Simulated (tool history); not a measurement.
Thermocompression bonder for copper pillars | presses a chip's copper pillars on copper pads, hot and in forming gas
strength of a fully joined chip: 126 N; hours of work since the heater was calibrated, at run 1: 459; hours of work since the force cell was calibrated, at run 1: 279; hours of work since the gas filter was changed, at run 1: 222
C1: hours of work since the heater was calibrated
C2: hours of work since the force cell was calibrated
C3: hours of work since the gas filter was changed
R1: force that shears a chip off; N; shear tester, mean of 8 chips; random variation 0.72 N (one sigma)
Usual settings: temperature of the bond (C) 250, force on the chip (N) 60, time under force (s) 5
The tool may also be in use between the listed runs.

run 1 day=0.000 | temperature_of_the_bond_(C)=250 force_on_the_chip_(N)=60 time_under_force_(s)=5 | C1=459 C2=279 C3=222 | R1=63.1
run 2 day=0.525 | temperature_of_the_bond_(C)=250 force_on_the_chip_(N)=60 time_under_force_(s)=5 | C1=465 C2=285 C3=228 | R1=62.5
run 3 day=1.196 | temperature_of_the_bond_(C)=250 force_on_the_chip_(N)=60 time_under_force_(s)=5 | C1=473 C2=293 C3=235 | R1=62.6
run 4 day=1.592 | temperature_of_the_bond_(C)=270 force_on_the_chip_(N)=60 time_under_force_(s)=5 | C1=477 C2=297 C3=240 | R1=80.5
run 5 day=2.025 | temperature_of_the_bond_(C)=268 force_on_the_chip_(N)=60 time_under_force_(s)=5 | C1=482 C2=302 C3=245 | R1=78.8
run 6 day=2.338 | temperature_of_the_bond_(C)=250 force_on_the_chip_(N)=60 time_under_force_(s)=3 | C1=486 C2=306 C3=248 | R1=51.6
run 7 day=2.929 | temperature_of_the_bond_(C)=226 force_on_the_chip_(N)=60 time_under_force_(s)=5 | C1=492 C2=313 C3=255 | R1=41.2
run 8 day=3.250 | temperature_of_the_bond_(C)=226 force_on_the_chip_(N)=60 time_under_force_(s)=5 | C1=496 C2=316 C3=259 | R1=40.3
run 9 day=3.846 | temperature_of_the_bond_(C)=226 force_on_the_chip_(N)=60 time_under_force_(s)=5 | C1=503 C2=323 C3=266 | R1=41.2
run 10 day=4.221 | temperature_of_the_bond_(C)=226 force_on_the_chip_(N)=60 time_under_force_(s)=5 | C1=507 C2=327 C3=270 | R1=42.5
run 11 day=4.771 | temperature_of_the_bond_(C)=250 force_on_the_chip_(N)=76 time_under_force_(s)=5 | C1=513 C2=334 C3=276 | R1=71.4
run 12 day=5.067 | temperature_of_the_bond_(C)=250 force_on_the_chip_(N)=76 time_under_force_(s)=5 | C1=517 C2=337 C3=280 | R1=72.6
run 13 day=5.550 | temperature_of_the_bond_(C)=225 force_on_the_chip_(N)=60 time_under_force_(s)=5 | C1=522 C2=343 C3=285 | R1=40.7
run 14 day=6.083 | temperature_of_the_bond_(C)=269 force_on_the_chip_(N)=60 time_under_force_(s)=5 | C1=528 C2=349 C3=291 | R1=80.2
run 15 day=6.567 | temperature_of_the_bond_(C)=264 force_on_the_chip_(N)=60 time_under_force_(s)=5 | C1=534 C2=354 C3=297 | R1=74.8
run 16 day=7.225 | temperature_of_the_bond_(C)=264 force_on_the_chip_(N)=60 time_under_force_(s)=5 | C1=541 C2=362 C3=304 | R1=75.2
run 17 day=7.725 | temperature_of_the_bond_(C)=264 force_on_the_chip_(N)=60 time_under_force_(s)=5 | C1=547 C2=367 C3=310 | R1=75.4
-- day=7.854 heater calibrated with a thermocouple chip
run 18 day=8.150 | temperature_of_the_bond_(C)=253 force_on_the_chip_(N)=60 time_under_force_(s)=14 | C1=3 C2=371 C3=314 | R1=88.9
run 19 day=8.746 | temperature_of_the_bond_(C)=242 force_on_the_chip_(N)=46 time_under_force_(s)=5 | C1=10 C2=378 C3=321 | R1=46.2
run 20 day=9.192 | temperature_of_the_bond_(C)=242 force_on_the_chip_(N)=37 time_under_force_(s)=5 | C1=15 C2=383 C3=326 | R1=39.5
run 21 day=9.633 | temperature_of_the_bond_(C)=242 force_on_the_chip_(N)=37 time_under_force_(s)=5 | C1=20 C2=388 C3=331 | R1=39.4
run 22 day=10.012 | temperature_of_the_bond_(C)=242 force_on_the_chip_(N)=37 time_under_force_(s)=5 | C1=25 C2=393 C3=335 | R1=40.1
-- day=10.629 heater calibrated with a thermocouple chip, once more
run 23 day=10.662 | temperature_of_the_bond_(C)=242 force_on_the_chip_(N)=37 time_under_force_(s)=5 | C1=0 C2=399 C3=342 | R1=35.6
run 24 day=11.121 | temperature_of_the_bond_(C)=229 force_on_the_chip_(N)=74 time_under_force_(s)=5 | C1=6 C2=404 C3=347 | R1=49.3
run 25 day=11.612 | temperature_of_the_bond_(C)=229 force_on_the_chip_(N)=74 time_under_force_(s)=5 | C1=11 C2=410 C3=352 | R1=49.7
run 26 day=12.004 | temperature_of_the_bond_(C)=254 force_on_the_chip_(N)=48 time_under_force_(s)=5 | C1=16 C2=414 C3=357 | R1=53.5

Forecast each of these 4 alternatives for the next run:
run A day=12.633 | temperature_of_the_bond_(C)=254 force_on_the_chip_(N)=48 time_under_force_(s)=3 | C1=23 C2=421 C3=364 | R1=?
run B day=12.633 | temperature_of_the_bond_(C)=254 force_on_the_chip_(N)=48 time_under_force_(s)=5 | C1=23 C2=421 C3=364 | R1=?
run C day=12.633 | temperature_of_the_bond_(C)=250 force_on_the_chip_(N)=48 time_under_force_(s)=5 | C1=23 C2=421 C3=364 | R1=?
run D day=12.633 | temperature_of_the_bond_(C)=250 force_on_the_chip_(N)=60 time_under_force_(s)=4 | C1=23 C2=421 C3=364 | R1=?

run=A R1=45.3
run=B R1=54.2
run=C R1=50.4
run=D R1=53.5
Without the tool's hidden state the same runs would have given:
run=A R1=46.1
run=B R1=55.3
run=C R1=51.4
run=D R1=54.7
